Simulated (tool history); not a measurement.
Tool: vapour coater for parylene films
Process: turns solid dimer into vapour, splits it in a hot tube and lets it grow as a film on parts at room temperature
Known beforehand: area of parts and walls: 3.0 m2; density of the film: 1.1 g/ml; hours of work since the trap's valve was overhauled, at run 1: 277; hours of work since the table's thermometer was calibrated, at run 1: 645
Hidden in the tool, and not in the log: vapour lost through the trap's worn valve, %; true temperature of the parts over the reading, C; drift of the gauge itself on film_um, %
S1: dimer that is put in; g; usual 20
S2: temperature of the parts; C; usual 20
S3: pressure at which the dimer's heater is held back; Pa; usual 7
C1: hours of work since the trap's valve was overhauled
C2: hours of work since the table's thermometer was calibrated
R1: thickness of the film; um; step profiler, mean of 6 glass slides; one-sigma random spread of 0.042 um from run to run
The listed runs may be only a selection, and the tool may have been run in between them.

run	hour	S1	S2	S3	C1	C2	R1
1	0	20	20	7	277	645	4.25
2	50	20	20	9.42	312	679	4.02
# hour 75.6: trap's valve overhauled
3	95.8	20	20	7	14	708	3.78
4	133.3	20	20	7	40	734	3.8
5	188.8	20	20	3.86	78	773	3.9
6	219.4	20	20	2.64	100	794	3.92
7	261.1	20	20	2.64	129	823	3.85
# hour 309: trap's valve overhauled, once more
8	320.7	20	20	3.96	8	862	4.68
9	372.3	13	20	3.34	44	897	2.99
10	408.8	27	20	3.25	69	923	6.19
11	439	12	20	5.23	90	944	2.68
12	465.9	12	20	5.23	109	962	2.61
13	513.8	10	18	7.99	142	996	2.24
14	564.8	20	29	2.54	177	1031	3.31
15	611.3	13	29	2.12	210	1063	2.19

4 options for the next run, each taken on its own from the tool as it stands now. Forecast them:
A	663.3	20	27	6.39	246	1099	?
B	663.3	24	21	7	246	1099	?
C	663.3	20	24	7	246	1099	?
D	663.3	9	14	3.6	246	1099	?

run	R1
A	3.26
B	4.9
C	3.7
D	2.41
Without the tool's hidden state the same runs would have given:
run	R1
A	3.58
B	5.38
C	4.06
D	2.65

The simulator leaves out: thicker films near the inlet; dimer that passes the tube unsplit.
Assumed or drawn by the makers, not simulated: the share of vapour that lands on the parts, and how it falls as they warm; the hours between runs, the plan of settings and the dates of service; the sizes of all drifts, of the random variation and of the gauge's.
